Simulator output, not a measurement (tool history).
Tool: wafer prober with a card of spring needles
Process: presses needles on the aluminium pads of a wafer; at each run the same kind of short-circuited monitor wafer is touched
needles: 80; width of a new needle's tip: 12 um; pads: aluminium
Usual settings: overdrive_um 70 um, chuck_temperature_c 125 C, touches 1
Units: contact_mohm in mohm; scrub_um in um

Run 1, day 0: usual settings. Result: contact_mohm 189 mohm, scrub_um 13.8 um.
Run 2, day 0.983: usual settings. Result: contact_mohm 218 mohm, scrub_um 13.79 um.
At day 1.55: tips cleaned on abrasive film.
Run 3, day 2.929: usual settings. Result: contact_mohm 221 mohm, scrub_um 13.72 um.
At day 3.292: tips cleaned on abrasive film.
At day 5.042: tips cleaned on abrasive film.
Run 4, day 5.204: usual settings but touches 3. Result: contact_mohm 185 mohm, scrub_um 13.66 um.
Run 5, day 6.208: usual settings but overdrive_um 57 um. Result: contact_mohm 239 mohm, scrub_um 11.11 um.
At day 6.758: tips cleaned on abrasive film.
Run 6, day 7.408: usual settings but overdrive_um 57 um, touches 3. Result: contact_mohm 200 mohm, scrub_um 11.05 um.
At day 8.483: tips cleaned on abrasive film.
Run 7, day 8.95: usual settings but overdrive_um 57 um, touches 3. Result: contact_mohm 198 mohm, scrub_um 11.04 um.
At day 10.196: tips cleaned on abrasive film.
Run 8, day 10.533: usual settings. Result: contact_mohm 205 mohm, scrub_um 13.57 um.
At day 11.954: tips cleaned on abrasive film.
Run 9, day 12.221: usual settings. Result: contact_mohm 201 mohm, scrub_um 13.62 um.
Run 10, day 13.446: usual settings but overdrive_um 63 um. Result: contact_mohm 239 mohm, scrub_um 12.25 um.
At day 13.638: tips cleaned on abrasive film.
At day 15.333: tips cleaned on abrasive film.
Run 11, day 15.333: usual settings but overdrive_um 63 um. Result: contact_mohm 190 mohm, scrub_um 12.13 um.
At day 17.088: tips cleaned on abrasive film.
Run 12, day 17.325: usual settings but overdrive_um 63 um. Result: contact_mohm 203 mohm, scrub_um 12.14 um.
At day 18.758: tips cleaned on abrasive film.
Run 13, day 18.9: usual settings but overdrive_um 56 um. Result: contact_mohm 203 mohm, scrub_um 10.72 um.
At day 20.492: tips cleaned on abrasive film.
Run 14, day 20.775: usual settings but overdrive_um 74 um. Result: contact_mohm 201 mohm, scrub_um 14.33 um.
At day 22.25: tips cleaned on abrasive film.
Run 15, day 22.662: usual settings but overdrive_um 73 um, chuck_temperature_c 25 C. Result: contact_mohm 190 mohm, scrub_um 13.94 um.
Run 16, day 23.654: usual settings but touches 2. Result: contact_mohm 207 mohm, scrub_um 13.4 um.
At day 24.104: tips cleaned on abrasive film.
At day 25.825: tips cleaned on abrasive film.
Run 17, day 25.954: usual settings but touches 2. Result: contact_mohm 190 mohm, scrub_um 13.39 um.
Run 18, day 27.254: usual settings but chuck_temperature_c 71 C. Result: contact_mohm 222 mohm, scrub_um 13.35 um.
At day 27.55: tips cleaned on abrasive film.
At day 29.204: tips cleaned on abrasive film.
Run 19, day 29.354: usual settings but overdrive_um 88 um. Result: contact_mohm 186 mohm, scrub_um 16.92 um.
At day 29.608: height of the first contact set anew.
At day 30.883: tips cleaned on abrasive film.
Run 20, day 31.392: usual settings but overdrive_um 88 um. Result: contact_mohm 194 mohm, scrub_um 17.61 um.

The next listed run, before its measurement:
At day 32.6: tips cleaned on abrasive film.
Run 21, day 33.625: usual settings but overdrive_um 55 um. Result: contact_mohm ?, scrub_um ?.

Run 21 gave contact_mohm 245 mohm, scrub_um 10.92 um.
Without the tool's hidden state the same run would have given contact_mohm 184 mohm, scrub_um 10.97 um.

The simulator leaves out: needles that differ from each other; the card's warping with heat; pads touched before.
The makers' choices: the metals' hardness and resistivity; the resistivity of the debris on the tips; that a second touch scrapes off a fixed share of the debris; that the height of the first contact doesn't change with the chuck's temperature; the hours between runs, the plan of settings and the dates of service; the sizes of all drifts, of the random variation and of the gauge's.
